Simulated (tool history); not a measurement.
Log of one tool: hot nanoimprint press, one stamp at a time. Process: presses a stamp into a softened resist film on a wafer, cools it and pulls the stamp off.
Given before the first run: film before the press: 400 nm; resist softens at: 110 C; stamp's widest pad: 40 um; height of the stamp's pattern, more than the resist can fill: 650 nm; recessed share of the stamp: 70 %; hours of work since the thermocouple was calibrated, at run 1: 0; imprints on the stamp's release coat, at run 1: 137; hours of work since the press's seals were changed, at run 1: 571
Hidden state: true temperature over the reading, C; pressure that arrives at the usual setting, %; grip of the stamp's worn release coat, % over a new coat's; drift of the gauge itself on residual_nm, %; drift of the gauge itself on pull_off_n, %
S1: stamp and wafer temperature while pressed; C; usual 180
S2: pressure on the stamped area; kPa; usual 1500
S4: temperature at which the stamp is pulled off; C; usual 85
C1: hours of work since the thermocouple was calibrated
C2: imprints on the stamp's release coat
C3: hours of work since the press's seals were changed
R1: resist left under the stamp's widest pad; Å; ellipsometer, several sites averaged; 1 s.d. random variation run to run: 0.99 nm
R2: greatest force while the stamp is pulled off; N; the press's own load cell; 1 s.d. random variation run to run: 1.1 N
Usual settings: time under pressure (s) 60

run 1 day=0 | S1=180 S2=1500 time_under_pressure_(s)=60 S4=85 | C1=0 C2=137 C3=571 | R1=1688 R2=104
run 2 day=1.112 | S1=180 S2=1500 time_under_pressure_(s)=60 S4=85 | C1=13 C2=187 C3=585 | R1=1718 R2=105
run 3 day=1.696 | S1=180 S2=1500 time_under_pressure_(s)=60 S4=85 | C1=20 C2=213 C3=592 | R1=1698 R2=104
run 4 day=2.4 | S1=180 S2=1500 time_under_pressure_(s)=60 S4=85 | C1=29 C2=244 C3=600 | R1=1702 R2=107
run 5 day=3.142 | S1=180 S2=1500 time_under_pressure_(s)=60 S4=85 | C1=38 C2=278 C3=609 | R1=1705 R2=105
run 6 day=4.438 | S1=180 S2=1500 time_under_pressure_(s)=60 S4=85 | C1=53 C2=336 C3=625 | R1=1700 R2=107
run 7 day=5.554 | S1=180 S2=1500 time_under_pressure_(s)=60 S4=85 | C1=67 C2=386 C3=638 | R1=1715 R2=106
run 8 day=6.933 | S1=180 S2=1500 time_under_pressure_(s)=60 S4=85 | C1=83 C2=448 C3=655 | R1=1725 R2=108
run 9 day=7.817 | S1=180 S2=1500 time_under_pressure_(s)=60 S4=85 | C1=94 C2=488 C3=665 | R1=1715 R2=107
run 10 day=8.4 | S1=180 S2=1500 time_under_pressure_(s)=60 S4=85 | C1=101 C2=514 C3=672 | R1=1747 R2=108
run 11 day=9.179 | S1=180 S2=1530 time_under_pressure_(s)=60 S4=85 | C1=110 C2=549 C3=682 | R1=1716 R2=107
run 12 day=10.35 | S1=180 S2=1530 time_under_pressure_(s)=60 S4=85 | C1=125 C2=601 C3=696 | R1=1728 R2=108
run 13 day=11.075 | S1=181 S2=1530 time_under_pressure_(s)=60 S4=85 | C1=133 C2=634 C3=704 | R1=1654 R2=112
run 14 day=12.254 | S1=181 S2=1760 time_under_pressure_(s)=60 S4=85 | C1=147 C2=687 C3=719 | R1=1552 R2=109
run 15 day=13.542 | S1=180 S2=1500 time_under_pressure_(s)=63 S4=85 | C1=163 C2=745 C3=734 | R1=1721 R2=113
run 16 day=14.192 | S1=180 S2=1500 time_under_pressure_(s)=33 S4=85 | C1=171 C2=774 C3=742 | R1=2155 R2=110
-- day=14.933 press's hydraulic seals changed and the load cell set to zero
run 17 day=15.904 | S1=181 S2=1620 time_under_pressure_(s)=33 S4=85 | C1=187 C2=836 C3=12 | R1=1968 R2=111
run 18 day=17.054 | S1=172 S2=1630 time_under_pressure_(s)=114 S4=85 | C1=201 C2=887 C3=26 | R1=1895 R2=113
run 19 day=18.496 | S1=180 S2=1240 time_under_pressure_(s)=34 S4=86 | C1=218 C2=952 C3=43 | R1=2274 R2=109
run 20 day=19.321 | S1=186 S2=970 time_under_pressure_(s)=34 S4=86 | C1=228 C2=989 C3=53 | R1=2075 R2=114
run 21 day=20.746 | S1=189 S2=1000 time_under_pressure_(s)=69 S4=78 | C1=246 C2=1053 C3=70 | R1=1415 R2=126
run 22 day=21.758 | S1=186 S2=1940 time_under_pressure_(s)=98 S4=87 | C1=258 C2=1099 C3=82 | R1=965 R2=111
run 23 day=22.921 | S1=180 S2=1830 time_under_pressure_(s)=60 S4=77 | C1=272 C2=1151 C3=96 | R1=1584 R2=129
run 24 day=23.921 | S1=170 S2=2050 time_under_pressure_(s)=57 S4=83 | C1=284 C2=1195 C3=108 | R1=2373 R2=118
run 25 day=24.592 | S1=170 S2=2050 time_under_pressure_(s)=57 S4=83 | C1=292 C2=1226 C3=116 | R1=2387 R2=121
run 26 day=25.283 | S1=170 S2=2050 time_under_pressure_(s)=57 S4=83 | C1=300 C2=1257 C3=125 | R1=2379 R2=119
run 27 day=25.946 | S1=170 S2=2050 time_under_pressure_(s)=57 S4=83 | C1=308 C2=1286 C3=133 | R1=2379 R2=120
run 28 day=26.704 | S1=176 S2=1100 time_under_pressure_(s)=38 S4=85 | C1=317 C2=1321 C3=142 | R1=2696 R2=117
run 29 day=27.871 | S1=176 S2=1100 time_under_pressure_(s)=38 S4=85 | C1=331 C2=1373 C3=156 | R1=2692 R2=120

Predict each of these 4 candidate next runs independently; none follows another, all start after run 29:
run A day=28.629 | S1=180 S2=1500 time_under_pressure_(s)=78 S4=85 | C1=340 C2=1407 C3=165 | R1=? R2=?
run B day=28.629 | S1=174 S2=1010 time_under_pressure_(s)=70 S4=85 | C1=340 C2=1407 C3=165 | R1=? R2=?
run C day=28.629 | S1=176 S2=1100 time_under_pressure_(s)=102 S4=73 | C1=340 C2=1407 C3=165 | R1=? R2=?
run D day=28.629 | S1=176 S2=970 time_under_pressure_(s)=109 S4=87 | C1=340 C2=1407 C3=165 | R1=? R2=?

run=A R1=1607 R2=118
run=B R1=2553 R2=118
run=C R1=2050 R2=140
run=D R1=2105 R2=115
With no hidden state in the tool, these same runs would have given:
run=A R1=1501 R2=102
run=B R1=2422 R2=102
run=C R1=1926 R2=121
run=D R1=1981 R2=99
